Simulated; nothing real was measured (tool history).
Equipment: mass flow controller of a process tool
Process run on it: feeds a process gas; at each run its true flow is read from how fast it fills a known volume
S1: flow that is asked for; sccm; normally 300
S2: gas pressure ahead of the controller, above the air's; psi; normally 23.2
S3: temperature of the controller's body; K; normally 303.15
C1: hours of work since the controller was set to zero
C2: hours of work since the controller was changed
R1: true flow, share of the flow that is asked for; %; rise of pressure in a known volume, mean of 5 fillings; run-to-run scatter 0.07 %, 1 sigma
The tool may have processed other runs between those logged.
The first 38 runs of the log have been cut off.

run,hour,S1,S2,S3,C1,C2,R1
39,4334,133,23.5,294.15,48,2626,97.83
40,4402.8,319,39.9,303.15,75,2652,99.22
41,4544.7,319,39.9,303.15,129,2707,99.26
42,4623.6,140,22.3,301.15,160,2737,98.35
43,4753.3,140,22.3,301.15,210,2787,98.29
44,4858.5,887,23.2,312.15,251,2828,101.65
45,4950.3,887,23.2,312.15,286,2864,101.59
46,5109.9,887,23.2,312.15,348,2925,101.51
47,5187.1,300,29.3,303.15,377,2955,99.03
48,5284.5,558,28.7,303.15,415,2993,99.87
49,5423.2,102,20.7,297.15,469,3046,97.33

3 options for the next run, each taken on its own from the tool as it stands now. Forecast them:
A,5541.4,176,37,298.15,514,3092,?
B,5541.4,745,29,301.15,514,3092,?
C,5541.4,139,25.5,303.15,514,3092,?

run,R1
A,98.01
B,100.27
C,98.31
Without the tool's unlogged condition, the same runs would have read:
run,R1
A,97.73
B,99.62
C,98.16
